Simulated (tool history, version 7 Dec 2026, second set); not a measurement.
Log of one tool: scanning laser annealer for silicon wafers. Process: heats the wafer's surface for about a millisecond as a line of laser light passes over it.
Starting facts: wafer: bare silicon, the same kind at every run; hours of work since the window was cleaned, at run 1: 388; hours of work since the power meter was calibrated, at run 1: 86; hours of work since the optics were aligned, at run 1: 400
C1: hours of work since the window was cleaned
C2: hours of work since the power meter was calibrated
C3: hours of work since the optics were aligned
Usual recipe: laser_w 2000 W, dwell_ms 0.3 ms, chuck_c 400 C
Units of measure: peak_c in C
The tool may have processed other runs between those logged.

run 1 day=0 | laser_w=2000 dwell_ms=0.3 chuck_c=400 | C1=388 C2=86 C3=400 | peak_c=1123
run 2 day=0.371 | laser_w=1723 dwell_ms=0.3 chuck_c=400 | C1=393 C2=91 C3=405 | peak_c=1003
run 3 day=0.917 | laser_w=1940 dwell_ms=0.3 chuck_c=400 | C1=400 C2=99 C3=412 | peak_c=1094
run 4 day=1.396 | laser_w=1940 dwell_ms=0.3 chuck_c=400 | C1=407 C2=105 C3=419 | peak_c=1097
run 5 day=1.85 | laser_w=2000 dwell_ms=0.3 chuck_c=400 | C1=413 C2=111 C3=425 | peak_c=1121
run 6 day=2.704 | laser_w=2000 dwell_ms=0.3 chuck_c=400 | C1=424 C2=123 C3=436 | peak_c=1122
run 7 day=3.188 | laser_w=2000 dwell_ms=0.3 chuck_c=400 | C1=431 C2=129 C3=443 | peak_c=1119
run 8 day=3.575 | laser_w=2000 dwell_ms=0.3 chuck_c=400 | C1=436 C2=134 C3=448 | peak_c=1122
run 9 day=4.15 | laser_w=2000 dwell_ms=0.3 chuck_c=400 | C1=444 C2=142 C3=456 | peak_c=1118
run 10 day=5.021 | laser_w=2000 dwell_ms=0.3 chuck_c=400 | C1=455 C2=154 C3=467 | peak_c=1120
run 11 day=5.571 | laser_w=2000 dwell_ms=0.3 chuck_c=400 | C1=463 C2=161 C3=475 | peak_c=1118
run 12 day=6.367 | laser_w=2000 dwell_ms=0.3 chuck_c=400 | C1=474 C2=172 C3=485 | peak_c=1119
run 13 day=7.017 | laser_w=2000 dwell_ms=0.3 chuck_c=420 | C1=482 C2=181 C3=494 | peak_c=1141
run 14 day=7.467 | laser_w=2000 dwell_ms=0.3 chuck_c=420 | C1=488 C2=187 C3=500 | peak_c=1137
run 15 day=8.062 | laser_w=2000 dwell_ms=0.3 chuck_c=420 | C1=496 C2=195 C3=508 | peak_c=1136
-- day=8.225 laser's power meter calibrated
run 16 day=8.862 | laser_w=2000 dwell_ms=0.3 chuck_c=420 | C1=505 C2=9 C3=517 | peak_c=1135
run 17 day=9.6 | laser_w=2000 dwell_ms=0.3 chuck_c=400 | C1=515 C2=19 C3=527 | peak_c=1121
run 18 day=10.138 | laser_w=2000 dwell_ms=0.3 chuck_c=400 | C1=523 C2=26 C3=534 | peak_c=1122
-- day=10.467 window over the wafer cleaned
run 19 day=10.962 | laser_w=2000 dwell_ms=0.3 chuck_c=400 | C1=7 C2=36 C3=544 | peak_c=1135
run 20 day=11.383 | laser_w=2000 dwell_ms=0.3 chuck_c=400 | C1=12 C2=41 C3=550 | peak_c=1137
run 21 day=11.771 | laser_w=1954 dwell_ms=0.3 chuck_c=400 | C1=18 C2=47 C3=555 | peak_c=1113
-- day=12.367 laser's power meter calibrated, once more
run 22 day=12.658 | laser_w=1770 dwell_ms=0.365 chuck_c=400 | C1=28 C2=4 C3=565 | peak_c=1097
run 23 day=13.467 | laser_w=1718 dwell_ms=0.314 chuck_c=400 | C1=39 C2=15 C3=576 | peak_c=1022
run 24 day=14 | laser_w=1718 dwell_ms=0.314 chuck_c=382 | C1=46 C2=22 C3=584 | peak_c=1006
run 25 day=14.425 | laser_w=1887 dwell_ms=0.3 chuck_c=399 | C1=51 C2=28 C3=589 | peak_c=1083
run 26 day=15.129 | laser_w=2000 dwell_ms=0.253 chuck_c=400 | C1=61 C2=37 C3=599 | peak_c=1076
run 27 day=15.604 | laser_w=2000 dwell_ms=0.243 chuck_c=388 | C1=67 C2=43 C3=605 | peak_c=1049
run 28 day=16.075 | laser_w=2000 dwell_ms=0.243 chuck_c=388 | C1=74 C2=50 C3=611 | peak_c=1055
run 29 day=16.5 | laser_w=2000 dwell_ms=0.243 chuck_c=388 | C1=79 C2=55 C3=617 | peak_c=1051
run 30 day=17.362 | laser_w=1904 dwell_ms=0.251 chuck_c=417 | C1=91 C2=67 C3=629 | peak_c=1052
run 31 day=18.062 | laser_w=2068 dwell_ms=0.347 chuck_c=400 | C1=100 C2=77 C3=638 | peak_c=1220
run 32 day=18.9 | laser_w=2000 dwell_ms=0.328 chuck_c=382 | C1=112 C2=88 C3=649 | peak_c=1145
run 33 day=19.742 | laser_w=2000 dwell_ms=0.328 chuck_c=382 | C1=123 C2=99 C3=661 | peak_c=1145
run 34 day=20.225 | laser_w=2000 dwell_ms=0.328 chuck_c=382 | C1=129 C2=106 C3=667 | peak_c=1141
run 35 day=20.912 | laser_w=1724 dwell_ms=0.331 chuck_c=414 | C1=139 C2=115 C3=676 | peak_c=1053
run 36 day=21.329 | laser_w=1932 dwell_ms=0.24 chuck_c=414 | C1=144 C2=120 C3=682 | peak_c=1039
run 37 day=22.067 | laser_w=1932 dwell_ms=0.24 chuck_c=414 | C1=154 C2=130 C3=692 | peak_c=1044
run 38 day=22.479 | laser_w=1850 dwell_ms=0.3 chuck_c=400 | C1=160 C2=136 C3=697 | peak_c=1062
run 39 day=23.125 | laser_w=1990 dwell_ms=0.3 chuck_c=400 | C1=168 C2=145 C3=706 | peak_c=1126
run 40 day=23.779 | laser_w=1990 dwell_ms=0.3 chuck_c=400 | C1=177 C2=153 C3=715 | peak_c=1124

For some of the steps in peak_c from one run to the next: how much would appear even if the tool had no hidden state, given the settings, what came in and random variation, and how much remains for the hidden state plus any gauge scatter that the measured result and the result without hidden state don't share?
The tool's hidden condition here consists of: light that passes the window, % of a clean one's; laser's true power over the reading, %; width of the line over the set one, %; drift of the gauge itself on peak_c, C.
Run 1 -> 2: laser_w 2000 -> 1723. peak_c -120 C: hidden state +3, all else -123.
Run 2 -> 3: laser_w 1723 -> 1940. peak_c +91 C: hidden state -3, all else +94.
Run 18 -> 19: window over the wafer cleaned. peak_c +13 C: hidden state +18, all else -5.
Run 30 -> 31: laser_w 1904 -> 2068, dwell_ms 0.251 -> 0.347, chuck_c 417 -> 400. peak_c +168 C: hidden state -2, all else +170.

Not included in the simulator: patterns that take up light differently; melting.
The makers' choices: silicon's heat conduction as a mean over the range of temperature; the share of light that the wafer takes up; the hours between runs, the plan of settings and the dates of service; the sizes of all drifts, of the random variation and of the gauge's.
